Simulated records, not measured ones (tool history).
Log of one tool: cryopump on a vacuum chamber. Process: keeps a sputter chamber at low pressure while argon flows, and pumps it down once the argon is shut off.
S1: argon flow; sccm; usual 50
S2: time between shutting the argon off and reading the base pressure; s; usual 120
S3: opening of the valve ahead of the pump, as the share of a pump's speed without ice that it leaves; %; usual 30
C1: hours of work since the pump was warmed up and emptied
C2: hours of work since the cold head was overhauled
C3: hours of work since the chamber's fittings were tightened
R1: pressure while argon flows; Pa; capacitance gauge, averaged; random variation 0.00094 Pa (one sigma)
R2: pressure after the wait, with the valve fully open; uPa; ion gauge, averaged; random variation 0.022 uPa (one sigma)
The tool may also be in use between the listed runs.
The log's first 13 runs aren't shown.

| run | day | S1 | S2 | S3 | C1 | C2 | C3 | R1 | R2 |
|---|---|---|---|---|---|---|---|---|---|
| 14 | 26.846 | 68 | 120 | 30 | 189 | 1674 | 1687 | 0.2834 | 1.59 |
| 15 | 28.888 | 50 | 120 | 30 | 220 | 1704 | 1718 | 0.2081 | 1.54 |
| 16 | 30.567 | 50 | 120 | 30 | 245 | 1730 | 1743 | 0.2102 | 1.57 |
| 17 | 32.621 | 50 | 120 | 30 | 276 | 1761 | 1774 | 0.2115 | 1.63 |
| 18 | 34.362 | 50 | 120 | 30 | 302 | 1787 | 1800 | 0.2124 | 1.72 |
| 19 | 35.875 | 32 | 121 | 18 | 325 | 1810 | 1823 | 0.2227 | 1.74 |
| 20 | 37.875 | 32 | 121 | 18 | 355 | 1840 | 1853 | 0.2226 | 1.77 |
| 21 | 39.821 | 42 | 84 | 18 | 385 | 1869 | 1882 | 0.2905 | 1.96 |
| 22 | 41.025 | 42 | 84 | 18 | 403 | 1887 | 1900 | 0.293 | 1.99 |
| 23 | 42.579 | 86 | 84 | 18 | 426 | 1910 | 1924 | 0.604 | 2.06 |
| 24 | 45.392 | 26 | 100 | 21 | 468 | 1953 | 1966 | 0.1594 | 1.94 |
| 25 | 47.929 | 45 | 120 | 45 | 507 | 1991 | 2004 | 0.1378 | 1.97 |
| 26 | 50.262 | 27 | 41 | 45 | 542 | 2026 | 2039 | 0.0841 | 2.84 |
| 27 | 52.575 | 23 | 160 | 17 | 577 | 2061 | 2074 | 0.1733 | 2.05 |
| 28 | 54.204 | 75 | 287 | 40 | 601 | 2085 | 2099 | 0.2629 | 1.86 |
| 29 | 55.625 | 50 | 28 | 16 | 623 | 2107 | 2120 | 0.4009 | 3.49 |
| 30 | 57.483 | 50 | 28 | 16 | 650 | 2135 | 2148 | 0.4032 | 3.63 |
| 31 | 59.871 | 23 | 26 | 57 | 686 | 2171 | 2184 | 0.0623 | 3.73 |
| 32 | 61.796 | 23 | 26 | 57 | 715 | 2200 | 2213 | 0.0622 | 3.83 |
|  | 63.271 | pump warmed up, emptied and cooled again |
| 33 | 64.042 | 62 | 25 | 37 | 12 | 2230 | 2244 | 0.2062 | 3.35 |

3 ways to go on from here, each from the tool as it stands after run 33. What would each give?
| A | 66.492 | 50 | 59 | 17 | 48 | 2267 | 2281 | ? | ? |
| B | 66.492 | 62 | 33 | 37 | 48 | 2267 | 2281 | ? | ? |
| C | 66.492 | 50 | 35 | 54 | 48 | 2267 | 2281 | ? | ? |

| run | R1 | R2 |
|---|---|---|
| A | 0.3595 | 2.17 |
| B | 0.2041 | 2.83 |
| C | 0.1148 | 2.74 |
Without the tool's hidden state the same runs would have given:
| run | R1 | R2 |
|---|---|---|
| A | 0.3565 | 1.02 |
| B | 0.2004 | 1.7 |
| C | 0.1118 | 1.59 |

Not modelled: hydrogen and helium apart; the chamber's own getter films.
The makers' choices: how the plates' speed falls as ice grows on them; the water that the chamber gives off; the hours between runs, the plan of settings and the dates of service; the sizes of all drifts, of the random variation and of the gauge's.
